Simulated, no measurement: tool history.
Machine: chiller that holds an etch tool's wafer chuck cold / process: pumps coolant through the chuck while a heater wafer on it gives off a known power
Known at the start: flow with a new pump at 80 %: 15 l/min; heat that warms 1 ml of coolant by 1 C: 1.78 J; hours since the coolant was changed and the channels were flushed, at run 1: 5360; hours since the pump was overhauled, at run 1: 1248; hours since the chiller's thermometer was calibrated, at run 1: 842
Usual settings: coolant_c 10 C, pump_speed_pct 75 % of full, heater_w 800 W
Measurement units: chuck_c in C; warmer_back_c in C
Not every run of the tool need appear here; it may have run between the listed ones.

| run | hour | coolant_c | pump_speed_pct | heater_w | hours since the coolant was changed and the channels were flushed | hours since the pump was overhauled | hours since the chiller's thermometer was calibrated | chuck_c | warmer_back_c |
|---|---|---|---|---|---|---|---|---|---|
| 1 | 0 | 10 | 75 | 800 | 5360 | 1248 | 842 | 17.1 | 1.95 |
| 2 | 22.4 | 10 | 75 | 732 | 5382 | 1271 | 864 | 16.5 | 1.74 |
| 3 | 57.8 | 10 | 75 | 800 | 5418 | 1306 | 899 | 17.2 | 1.93 |
| 4 | 91.8 | 10 | 67 | 800 | 5452 | 1340 | 933 | 17.8 | 2.17 |
| 5 | 117.7 | 10 | 67 | 800 | 5478 | 1366 | 959 | 17.8 | 2.18 |
| 6 | 152.3 | 6 | 75 | 800 | 5512 | 1401 | 994 | 13.1 | 1.95 |
| 7 | 203.9 | 6 | 75 | 752 | 5564 | 1452 | 1046 | 12.6 | 1.85 |
| 8 | 257.9 | 6 | 75 | 752 | 5618 | 1506 | 1100 | 12.6 | 1.9 |
| 9 | 309.5 | 6 | 75 | 752 | 5669 | 1558 | 1151 | 12.7 | 1.88 |
| 10 | 333.9 | 6 | 75 | 752 | 5694 | 1582 | 1176 | 12.7 | 1.89 |
| 11 | 385.5 | 6 | 75 | 752 | 5745 | 1634 | 1227 | 12.6 | 1.93 |
| 12 | 432.4 | 6 | 75 | 752 | 5792 | 1681 | 1274 | 12.6 | 1.97 |
| 13 | 463 | 6 | 75 | 752 | 5823 | 1712 | 1305 | 12.6 | 1.95 |
| 14 | 503.7 | 6 | 75 | 752 | 5863 | 1752 | 1345 | 12.8 | 1.99 |
| 15 | 541.3 | 11 | 75 | 800 | 5901 | 1790 | 1383 | 18 | 2.1 |
| 16 | 591.4 | 10 | 86 | 800 | 5951 | 1840 | 1433 | 16.4 | 1.86 |
| 17 | 637.5 | 10 | 75 | 800 | 5997 | 1886 | 1479 | 17.2 | 2.08 |
| 18 | 664.9 | 5 | 98 | 444 | 6025 | 1913 | 1507 | 8.3 | 0.99 |
| 19 | 715.9 | 5 | 98 | 444 | 6076 | 1964 | 1558 | 8.1 | 1.02 |

Run 20 is up next; what results do you expect?
| 20 | 738.5 | 10 | 83 | 559 | 6098 | 1987 | 1580 | ? | ? |

chuck_c: 14.6 C
warmer_back_c: 1.45 C
On a tool with no hidden condition, and with the same random variation, this run would have come out at chuck_c 14.5 C, warmer_back_c 1.23 C.
